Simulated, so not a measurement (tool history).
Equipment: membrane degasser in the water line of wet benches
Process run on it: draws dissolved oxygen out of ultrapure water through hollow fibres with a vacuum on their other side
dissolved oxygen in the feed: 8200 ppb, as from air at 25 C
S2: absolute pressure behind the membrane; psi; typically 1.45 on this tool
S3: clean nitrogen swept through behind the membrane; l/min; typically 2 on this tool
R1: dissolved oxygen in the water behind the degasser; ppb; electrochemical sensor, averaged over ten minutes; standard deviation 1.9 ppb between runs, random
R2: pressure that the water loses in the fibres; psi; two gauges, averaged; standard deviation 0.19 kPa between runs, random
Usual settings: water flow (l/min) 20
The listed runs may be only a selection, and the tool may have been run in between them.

run 1 hour=0 | water_flow_(l/min)=20 S2=1.45 S3=2 | R1=192.1 R2=5.313
run 2 hour=48.5 | water_flow_(l/min)=20 S2=1.45 S3=2 | R1=190.4 R2=5.35
run 3 hour=91.8 | water_flow_(l/min)=20 S2=1.45 S3=2 | R1=191.5 R2=5.297
run 4 hour=124.2 | water_flow_(l/min)=20 S2=1.45 S3=2 | R1=190.6 R2=5.287
run 5 hour=165.6 | water_flow_(l/min)=20 S2=3.05 S3=2 | R1=425.1 R2=5.317
run 6 hour=194.3 | water_flow_(l/min)=20 S2=3.05 S3=2 | R1=435 R2=5.308
run 7 hour=232.3 | water_flow_(l/min)=20 S2=3.05 S3=2 | R1=442.4 R2=5.334
run 8 hour=256.6 | water_flow_(l/min)=20 S2=1.45 S3=2 | R1=192.5 R2=5.303
run 9 hour=293 | water_flow_(l/min)=20 S2=1.75 S3=2 | R1=240.5 R2=5.35
run 10 hour=345.8 | water_flow_(l/min)=20 S2=1.75 S3=2 | R1=240.4 R2=5.305
run 11 hour=369.2 | water_flow_(l/min)=23 S2=1.75 S3=2 | R1=291.1 R2=6.113
run 12 hour=412.6 | water_flow_(l/min)=23 S2=1.75 S3=2 | R1=289.2 R2=6.07
run 13 hour=443.3 | water_flow_(l/min)=23 S2=1.75 S3=2 | R1=290.8 R2=6.123
run 14 hour=481.4 | water_flow_(l/min)=19 S2=2.42 S3=2.63 | R1=254.8 R2=5.023
run 15 hour=517.6 | water_flow_(l/min)=19 S2=2.42 S3=2.63 | R1=253.8 R2=4.997
run 16 hour=551.2 | water_flow_(l/min)=19 S2=2.42 S3=2.63 | R1=253.6 R2=4.972
run 17 hour=585.5 | water_flow_(l/min)=19 S2=2.42 S3=2.63 | R1=257.7 R2=5.015
run 18 hour=622.6 | water_flow_(l/min)=17 S2=3.58 S3=2.63 | R1=341 R2=4.553
run 19 hour=652.4 | water_flow_(l/min)=17 S2=3.02 S3=2.63 | R1=282.5 R2=4.474
run 20 hour=696.9 | water_flow_(l/min)=28 S2=1.45 S3=2 | R1=303.4 R2=7.435
run 21 hour=740.1 | water_flow_(l/min)=19 S2=1.49 S3=3.98 | R1=112.2 R2=5.044
run 22 hour=797.3 | water_flow_(l/min)=18 S2=1 S3=4.51 | R1=59.7 R2=4.754
run 23 hour=855.2 | water_flow_(l/min)=25 S2=2.99 S3=2 | R1=531.8 R2=6.62
run 24 hour=886.9 | water_flow_(l/min)=25 S2=2.99 S3=2 | R1=526.7 R2=6.653
run 25 hour=917.9 | water_flow_(l/min)=20 S2=1.45 S3=2 | R1=190.9 R2=5.303

The log once held 1 entry between its listed runs, left out of this copy. Where does each go, and what is different about the tool's unlogged condition between the listed run before it and the listed run after it?
Logged between run 21 and run 22: seals of the vacuum lines changed (hour 777.4)
  air that leaks in behind the membrane, l/min: 0.0023 -> 0.002
